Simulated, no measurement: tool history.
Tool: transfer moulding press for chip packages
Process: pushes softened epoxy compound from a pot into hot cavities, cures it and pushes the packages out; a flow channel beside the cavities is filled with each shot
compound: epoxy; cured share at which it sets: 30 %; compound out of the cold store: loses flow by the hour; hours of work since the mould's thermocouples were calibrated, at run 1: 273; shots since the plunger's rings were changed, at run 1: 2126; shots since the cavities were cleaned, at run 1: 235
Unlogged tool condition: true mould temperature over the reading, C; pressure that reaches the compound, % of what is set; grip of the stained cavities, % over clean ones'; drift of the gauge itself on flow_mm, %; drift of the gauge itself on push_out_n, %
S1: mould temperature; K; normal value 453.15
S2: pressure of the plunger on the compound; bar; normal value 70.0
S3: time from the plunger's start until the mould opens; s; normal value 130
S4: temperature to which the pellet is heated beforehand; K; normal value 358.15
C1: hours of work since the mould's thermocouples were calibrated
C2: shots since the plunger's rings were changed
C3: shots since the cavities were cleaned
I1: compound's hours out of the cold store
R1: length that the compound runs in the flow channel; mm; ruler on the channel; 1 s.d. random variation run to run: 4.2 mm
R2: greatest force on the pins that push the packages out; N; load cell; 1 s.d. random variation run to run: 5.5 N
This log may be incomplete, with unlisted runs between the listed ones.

{"run": 1, "hour": 0.0, "S1": 453.15, "S2": 70.0, "S3": 130, "S4": 358.15, "C1": 273, "C2": 2126, "C3": 235, "I1": 26.5, "R1": 860, "R2": 263}
{"run": 2, "hour": 26.9, "S1": 453.15, "S2": 70.0, "S3": 130, "S4": 358.15, "C1": 294, "C2": 2449, "C3": 558, "I1": 12.3, "R1": 939, "R2": 340}
{"run": 3, "hour": 51.8, "S1": 453.15, "S2": 70.0, "S3": 130, "S4": 358.15, "C1": 313, "C2": 2747, "C3": 856, "I1": 46.2, "R1": 753, "R2": 350}
{"hour": 63.4, "done": "mould's thermocouples calibrated"}
{"hour": 64.9, "done": "cavities cleaned with cleaning compound and waxed"}
{"run": 4, "hour": 76.7, "S1": 453.15, "S2": 70.0, "S3": 130, "S4": 361.15, "C1": 9, "C2": 3004, "C3": 142, "I1": 43.8, "R1": 753, "R2": 232}
{"hour": 118.5, "done": "plunger's sealing rings changed"}
{"run": 5, "hour": 118.5, "S1": 453.15, "S2": 70.0, "S3": 130, "S4": 361.15, "C1": 40, "C2": 0, "C3": 613, "I1": 33.9, "R1": 837, "R2": 313}
{"hour": 150.3, "done": "cavities cleaned with cleaning compound and waxed"}
{"run": 6, "hour": 153.7, "S1": 453.15, "S2": 70.0, "S3": 130, "S4": 358.15, "C1": 66, "C2": 404, "C3": 41, "I1": 11.2, "R1": 967, "R2": 215}
{"run": 7, "hour": 182.9, "S1": 453.15, "S2": 70.0, "S3": 149, "S4": 358.15, "C1": 89, "C2": 754, "C3": 391, "I1": 16.9, "R1": 931, "R2": 288}
{"run": 8, "hour": 209.7, "S1": 453.15, "S2": 70.0, "S3": 149, "S4": 358.15, "C1": 110, "C2": 1075, "C3": 712, "I1": 25.7, "R1": 876, "R2": 302}
{"hour": 231.8, "done": "cavities cleaned with cleaning compound and waxed"}
{"run": 9, "hour": 240.9, "S1": 453.15, "S2": 70.0, "S3": 149, "S4": 358.15, "C1": 133, "C2": 1432, "C3": 109, "I1": 33.5, "R1": 830, "R2": 202}
{"run": 10, "hour": 274.5, "S1": 453.15, "S2": 70.0, "S3": 130, "S4": 358.15, "C1": 159, "C2": 1834, "C3": 511, "I1": 15.7, "R1": 924, "R2": 322}
{"run": 11, "hour": 291.8, "S1": 453.15, "S2": 59.2, "S3": 130, "S4": 358.15, "C1": 172, "C2": 2042, "C3": 719, "I1": 42.5, "R1": 712, "R2": 338}
{"hour": 313.2, "done": "cavities cleaned with cleaning compound and waxed"}
{"run": 12, "hour": 329.3, "S1": 453.15, "S2": 59.2, "S3": 130, "S4": 358.15, "C1": 200, "C2": 2474, "C3": 193, "I1": 20.3, "R1": 821, "R2": 257}
{"run": 13, "hour": 347.6, "S1": 453.15, "S2": 59.2, "S3": 130, "S4": 358.15, "C1": 215, "C2": 2694, "C3": 413, "I1": 38.9, "R1": 722, "R2": 305}
{"run": 14, "hour": 366.4, "S1": 453.15, "S2": 70.0, "S3": 130, "S4": 358.15, "C1": 229, "C2": 2919, "C3": 638, "I1": 14.0, "R1": 924, "R2": 331}
{"hour": 393.6, "done": "cavities cleaned with cleaning compound and waxed"}
{"run": 15, "hour": 399.4, "S1": 453.15, "S2": 70.0, "S3": 130, "S4": 358.15, "C1": 254, "C2": 3297, "C3": 70, "I1": 21.8, "R1": 881, "R2": 213}
{"hour": 416.9, "done": "plunger's sealing rings changed"}
{"run": 16, "hour": 429.1, "S1": 455.15, "S2": 70.0, "S3": 130, "S4": 354.15, "C1": 275, "C2": 147, "C3": 396, "I1": 15.5, "R1": 932, "R2": 277}
{"run": 17, "hour": 462.9, "S1": 458.15, "S2": 70.0, "S3": 117, "S4": 358.15, "C1": 301, "C2": 551, "C3": 800, "I1": 12.6, "R1": 941, "R2": 329}
{"hour": 477.2, "done": "cavities cleaned with cleaning compound and waxed"}
{"hour": 489.2, "done": "mould's thermocouples calibrated"}
{"run": 18, "hour": 495.0, "S1": 453.15, "S2": 55.8, "S3": 130, "S4": 363.15, "C1": 5, "C2": 895, "C3": 189, "I1": 13.8, "R1": 846, "R2": 256}
{"run": 19, "hour": 531.0, "S1": 449.15, "S2": 55.8, "S3": 147, "S4": 363.15, "C1": 33, "C2": 1326, "C3": 620, "I1": 37.6, "R1": 733, "R2": 326}
{"hour": 559.6, "done": "cavities cleaned with cleaning compound and waxed"}
{"run": 20, "hour": 561.7, "S1": 460.15, "S2": 58.3, "S3": 130, "S4": 358.15, "C1": 55, "C2": 1676, "C3": 24, "I1": 34.6, "R1": 720, "R2": 176}
{"run": 21, "hour": 592.5, "S1": 460.15, "S2": 58.6, "S3": 161, "S4": 358.15, "C1": 79, "C2": 2045, "C3": 393, "I1": 14.5, "R1": 815, "R2": 251}
{"run": 22, "hour": 613.9, "S1": 453.15, "S2": 70.0, "S3": 133, "S4": 354.15, "C1": 96, "C2": 2303, "C3": 651, "I1": 9.4, "R1": 968, "R2": 331}
{"hour": 643.1, "done": "cavities cleaned with cleaning compound and waxed"}
{"run": 23, "hour": 651.2, "S1": 453.15, "S2": 70.0, "S3": 133, "S4": 354.15, "C1": 124, "C2": 2732, "C3": 97, "I1": 44.1, "R1": 753, "R2": 228}
{"run": 24, "hour": 685.3, "S1": 453.15, "S2": 70.0, "S3": 133, "S4": 354.15, "C1": 150, "C2": 3141, "C3": 506, "I1": 12.5, "R1": 932, "R2": 327}
{"hour": 716.1, "done": "plunger's sealing rings changed"}
{"hour": 728.3, "done": "cavities cleaned with cleaning compound and waxed"}
{"run": 25, "hour": 729.9, "S1": 452.15, "S2": 70.0, "S3": 130, "S4": 366.15, "C1": 182, "C2": 149, "C3": 20, "I1": 23.8, "R1": 899, "R2": 199}
{"run": 26, "hour": 763.8, "S1": 458.15, "S2": 82.8, "S3": 169, "S4": 363.15, "C1": 208, "C2": 555, "C3": 426, "I1": 47.2, "R1": 807, "R2": 254}
{"run": 27, "hour": 797.9, "S1": 458.15, "S2": 82.8, "S3": 169, "S4": 363.15, "C1": 235, "C2": 963, "C3": 834, "I1": 46.5, "R1": 816, "R2": 296}
{"hour": 809.8, "done": "cavities cleaned with cleaning compound and waxed"}
{"run": 28, "hour": 822.9, "S1": 458.15, "S2": 82.8, "S3": 169, "S4": 363.15, "C1": 253, "C2": 1246, "C3": 158, "I1": 20.4, "R1": 955, "R2": 218}

3 options for the next run, each taken on its own from the tool as it stands now. Forecast them:
{"run": "A", "hour": 844.0, "S1": 453.15, "S2": 70.0, "S3": 114, "S4": 363.15, "C1": 270, "C2": 1499, "C3": 411, "I1": 38.4, "R1": "?", "R2": "?"}
{"run": "B", "hour": 844.0, "S1": 460.15, "S2": 69.8, "S3": 169, "S4": 363.15, "C1": 270, "C2": 1499, "C3": 411, "I1": 13.5, "R1": "?", "R2": "?"}
{"run": "C", "hour": 844.0, "S1": 461.15, "S2": 59.5, "S3": 127, "S4": 363.15, "C1": 270, "C2": 1499, "C3": 411, "I1": 46.3, "R1": "?", "R2": "?"}

run=A R1=804 R2=362
run=B R1=907 R2=257
run=C R1=671 R2=251
Stripped of hidden state, with their random variation kept, the same runs would have yielded:
run=A R1=814 R2=226
run=B R1=919 R2=165
run=C R1=680 R2=160
